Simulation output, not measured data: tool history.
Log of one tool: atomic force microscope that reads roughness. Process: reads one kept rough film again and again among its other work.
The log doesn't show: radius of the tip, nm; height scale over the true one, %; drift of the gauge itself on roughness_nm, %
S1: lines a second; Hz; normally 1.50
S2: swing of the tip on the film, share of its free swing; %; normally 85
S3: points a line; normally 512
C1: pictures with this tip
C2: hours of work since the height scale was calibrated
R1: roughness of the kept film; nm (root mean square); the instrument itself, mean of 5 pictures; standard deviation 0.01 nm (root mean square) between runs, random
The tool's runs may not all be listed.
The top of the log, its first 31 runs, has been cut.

run,hour,S1,S2,S3,C1,C2,R1
32,627.6,1.23,79,303,98,341,2.365
33,654.3,1.23,79,303,127,352,2.339
34,673.6,0.84,79,303,147,359,2.388
35,684.8,1.50,75,338,159,364,2.318
36,700.6,1.50,75,338,176,370,2.318
37,724.8,0.60,62,893,202,380,2.356
# hour 746.4: new tip fitted
38,749.2,3.77,55,498,3,390,2.493
39,760.4,3.77,55,498,15,395,2.473
40,780.1,1.21,57,524,36,403,2.510
41,797.1,1.21,57,524,54,410,2.480
42,810.2,1.21,82,386,68,415,2.375
43,827.9,0.87,71,512,87,422,2.438
44,845.3,0.87,71,512,105,429,2.425
45,865.5,0.87,71,512,127,437,2.406
46,889.8,2.26,61,316,153,447,2.347
47,910.6,0.66,88,301,175,456,2.309
48,932.9,1.16,72,512,199,465,2.321
49,956.1,1.91,85,287,223,474,2.149

Each row is a separate what-if for the run after 49, all from the same tool condition, not one after another. Results?
# hour 958.8: new tip fitted
A,979.7,0.61,66,262,22,484,?
# hour 958.8: new tip fitted
B,979.7,1.91,81,287,22,484,?
# hour 958.8: new tip fitted
C,979.7,2.41,87,484,22,484,?

run,R1
A,2.494
B,2.349
C,2.220
Take away the tool's hidden state, keep each run's random variation, and the runs would have read:
run,R1
A,2.536
B,2.389
C,2.258

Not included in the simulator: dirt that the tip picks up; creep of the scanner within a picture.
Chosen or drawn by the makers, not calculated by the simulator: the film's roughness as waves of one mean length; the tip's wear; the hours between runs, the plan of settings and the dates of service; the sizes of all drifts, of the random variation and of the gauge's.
